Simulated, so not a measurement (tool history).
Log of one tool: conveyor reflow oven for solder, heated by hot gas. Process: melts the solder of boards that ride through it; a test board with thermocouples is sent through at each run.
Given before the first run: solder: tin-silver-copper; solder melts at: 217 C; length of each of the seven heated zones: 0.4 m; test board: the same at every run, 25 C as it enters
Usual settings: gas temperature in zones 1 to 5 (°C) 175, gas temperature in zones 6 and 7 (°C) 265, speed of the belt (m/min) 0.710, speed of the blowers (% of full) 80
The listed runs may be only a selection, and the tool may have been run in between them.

| run | hour | gas temperature in zones 1 to 5 (°C) | gas temperature in zones 6 and 7 (°C) | speed of the belt (m/min) | speed of the blowers (% of full) | highest temperature of the board (°C) | time above the solder's melting point (s) |
|---|---|---|---|---|---|---|---|
| 1 | 0.0 | 175 | 265 | 0.710 | 80 | 252.1 | 51.1 |
| 2 | 35.7 | 175 | 265 | 0.710 | 80 | 252.0 | 51.4 |
| 3 | 56.6 | 175 | 265 | 0.710 | 68 | 249.5 | 49.6 |
| 4 | 93.4 | 175 | 265 | 0.710 | 68 | 250.4 | 49.0 |
| 5 | 117.6 | 175 | 265 | 0.710 | 80 | 251.8 | 51.6 |
| 6 | 136.1 | 175 | 265 | 0.710 | 80 | 252.2 | 51.5 |
| 7 | 178.0 | 175 | 265 | 0.710 | 71 | 250.1 | 49.4 |
| 8 | 209.5 | 175 | 265 | 0.710 | 80 | 251.8 | 51.1 |
| 9 | 229.4 | 175 | 265 | 0.710 | 80 | 251.7 | 51.6 |
| 10 | 262.7 | 175 | 265 | 0.710 | 80 | 251.7 | 51.3 |
| 11 | 282.6 | 175 | 265 | 0.710 | 80 | 251.7 | 51.8 |
| 12 | 318.9 | 175 | 265 | 0.710 | 52 | 245.5 | 45.0 |
| 13 | 344.2 | 175 | 265 | 0.710 | 80 | 252.5 | 51.3 |
| 14 | 377.0 | 175 | 265 | 0.710 | 80 | 252.1 | 51.3 |
| 15 | 408.5 | 175 | 265 | 0.710 | 80 | 252.2 | 51.4 |
| 16 | 444.9 | 175 | 265 | 0.669 | 80 | 253.3 | 56.3 |
| 17 | 479.6 | 175 | 265 | 0.584 | 82 | 257.0 | 67.4 |
| 18 | 519.7 | 175 | 265 | 0.584 | 82 | 256.6 | 67.0 |
| 19 | 551.8 | 161 | 265 | 0.710 | 54 | 243.3 | 39.1 |
| 20 | 592.8 | 161 | 265 | 0.710 | 60 | 244.8 | 41.0 |
| 21 | 615.6 | 162 | 279 | 0.811 | 59 | 251.0 | 38.6 |
| 22 | 645.9 | 168 | 265 | 0.710 | 56 | 245.0 | 42.8 |
| 23 | 668.3 | 175 | 268 | 0.710 | 80 | 255.5 | 52.5 |
| 24 | 712.5 | 175 | 268 | 0.744 | 80 | 253.5 | 48.7 |
| 25 | 731.0 | 175 | 268 | 0.744 | 80 | 253.9 | 49.0 |
| 26 | 766.1 | 175 | 268 | 0.744 | 80 | 253.5 | 49.5 |
| 27 | 803.9 | 182 | 263 | 0.710 | 52 | 245.3 | 47.3 |
| 28 | 833.9 | 186 | 263 | 0.686 | 52 | 247.8 | 52.3 |
| 29 | 871.4 | 184 | 255 | 0.724 | 72 | 243.0 | 46.9 |
| 30 | 894.4 | 164 | 274 | 0.724 | 72 | 256.0 | 49.1 |
| 31 | 920.7 | 175 | 257 | 0.804 | 80 | 241.7 | 37.7 |
| 32 | 943.9 | 175 | 257 | 0.804 | 80 | 241.3 | 37.9 |

Between the runs listed above, the log contained 3 entries, not reproduced here. Where in the sequence does each belong, and how does what the log doesn't record of the tool's condition differ from the listed run before to the listed run after?
From run 3 to run 4: flux residue cleaned out of gas plates and filters (hour 67.4)
  heat that the gas passes to the board, % of a clean oven's: 99.8 -> 100
From run 6 to run 7: belt drive overhauled, speed set with a stopwatch (hour 149.4)
  belt's true speed, % of the reading: 99.98 -> 100
From run 25 to run 26: flux residue cleaned out of gas plates and filters (hour 755.2)
  heat that the gas passes to the board, % of a clean oven's: 99.8 -> 100
